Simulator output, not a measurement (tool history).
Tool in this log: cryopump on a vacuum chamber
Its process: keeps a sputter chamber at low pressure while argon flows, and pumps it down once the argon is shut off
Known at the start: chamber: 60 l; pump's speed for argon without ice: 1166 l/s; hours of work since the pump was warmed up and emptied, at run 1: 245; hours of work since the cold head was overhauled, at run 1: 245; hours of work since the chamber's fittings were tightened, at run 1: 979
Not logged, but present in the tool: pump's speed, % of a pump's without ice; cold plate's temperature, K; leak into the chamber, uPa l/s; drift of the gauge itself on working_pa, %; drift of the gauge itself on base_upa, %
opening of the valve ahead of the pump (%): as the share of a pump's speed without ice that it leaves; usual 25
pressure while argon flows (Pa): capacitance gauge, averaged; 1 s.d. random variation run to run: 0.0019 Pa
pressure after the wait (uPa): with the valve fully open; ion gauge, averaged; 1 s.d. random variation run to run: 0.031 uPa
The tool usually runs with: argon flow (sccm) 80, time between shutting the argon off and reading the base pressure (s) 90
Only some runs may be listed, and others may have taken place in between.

run	hour	argon flow (sccm)	time between shutting the argon off and reading the base pressure (s)	opening of the valve ahead of the pump (%)	hours of work since the pump was warmed up and emptied	hours of work since the cold head was overhauled	hours of work since the chamber's fittings were tightened	pressure while argon flows (Pa)	pressure after the wait (uPa)
1	0.0	80	90	25	245	245	979	0.4768	3.69
2	106.5	80	90	25	304	304	1038	0.4834	3.93
3	166.9	80	90	25	337	337	1072	0.4824	4.00
4	243.1	80	90	25	380	380	1114	0.4921	4.22
5	341.5	80	90	25	434	434	1168	0.4945	4.47
6	424.1	80	90	25	480	480	1214	0.5015	4.73
7	493.7	80	90	25	518	518	1253	0.5015	4.85
8	594.3	80	90	40	574	574	1309	0.3368	5.29
9	675.5	80	90	40	619	619	1354	0.3400	5.47
10	734.3	80	90	40	652	652	1386	0.3428	5.67
# hour 761.9: leaking fittings of the chamber tightened, without venting
# hour 813.7: pump warmed up, emptied and cooled again
11	820.4	80	90	40	4	696	30	0.2922	1.64
12	924.7	80	76	25	61	753	87	0.4704	2.00
13	1026.7	80	76	25	118	810	144	0.4727	2.22
14	1103.8	54	90	25	161	853	187	0.3215	1.98
15	1174.8	81	72	24	200	892	226	0.5027	2.46
16	1232.8	63	90	23	232	924	258	0.4107	2.21
17	1310.2	63	90	23	275	967	301	0.4113	2.31
18	1376.7	130	90	40	312	1004	338	0.5066	2.43
19	1447.7	130	90	40	351	1043	377	0.5079	2.59
20	1523.2	66	234	30	393	1085	419	0.3437	1.89
21	1615.6	66	234	30	444	1136	470	0.3484	2.13
22	1710.8	66	234	30	497	1189	523	0.3479	2.25
23	1755.5	66	234	30	522	1214	548	0.3521	2.41
24	1832.0	67	28	33	564	1256	590	0.3321	6.23
25	1908.0	67	28	33	606	1298	632	0.3376	6.48
26	2016.8	64	90	25	666	1358	692	0.4179	3.77
# hour 2066.9: pump warmed up, emptied and cooled again
27	2122.8	64	90	25	31	1414	748	0.3759	3.22

Here are 3 independent what-if runs from the current tool condition. What would each one return?
A	2171.8	46	30	20	58	1441	776	?	?
B	2171.8	35	158	39	58	1441	776	?	?
C	2171.8	103	136	21	58	1441	776	?	?

run	pressure while argon flows (Pa)	pressure after the wait (uPa)
A	0.3365	5.89
B	0.1313	2.65
C	0.7124	2.80
Take away the tool's hidden state, keep each run's random variation, and the runs would have read:
run	pressure while argon flows (Pa)	pressure after the wait (uPa)
A	0.3338	4.21
B	0.1292	1.00
C	0.7063	1.11
